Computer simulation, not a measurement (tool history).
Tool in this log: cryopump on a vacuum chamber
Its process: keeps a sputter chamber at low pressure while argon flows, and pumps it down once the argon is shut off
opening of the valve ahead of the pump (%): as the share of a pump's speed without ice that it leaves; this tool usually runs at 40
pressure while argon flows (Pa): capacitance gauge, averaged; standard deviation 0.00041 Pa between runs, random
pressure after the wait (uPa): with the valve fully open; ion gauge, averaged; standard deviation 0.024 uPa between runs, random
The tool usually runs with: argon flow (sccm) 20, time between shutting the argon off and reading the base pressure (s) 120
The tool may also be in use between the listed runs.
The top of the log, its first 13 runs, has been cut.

run	hour	argon flow (sccm)	time between shutting the argon off and reading the base pressure (s)	opening of the valve ahead of the pump (%)	pressure while argon flows (Pa)	pressure after the wait (uPa)
14	1245.7	20	62	40	0.0618	2.88
15	1332.6	9	120	40	0.0278	2.4
16	1437	20	120	40	0.0626	2.65
17	1548.9	20	120	40	0.0635	2.86
# hour 1591.6: leaking fittings of the chamber tightened, without venting
18	1655.2	8	120	17	0.0578	1.07
# hour 1671.1: pump warmed up, emptied and cooled again
19	1713.8	17	44	23	0.0888	2.23
20	1841.8	10	44	23	0.0518	2.45
21	1931.4	10	44	23	0.0525	2.52

Predict the results of run 22:
22	2044	10	44	23	?	?

Run 22 yielded pressure while argon flows (Pa) 0.0536, pressure after the wait (uPa) 2.73.
Were there no unlogged condition in the tool, this run, its random variation unchanged, would have produced pressure while argon flows (Pa) 0.0521, pressure after the wait (uPa) 2.1.

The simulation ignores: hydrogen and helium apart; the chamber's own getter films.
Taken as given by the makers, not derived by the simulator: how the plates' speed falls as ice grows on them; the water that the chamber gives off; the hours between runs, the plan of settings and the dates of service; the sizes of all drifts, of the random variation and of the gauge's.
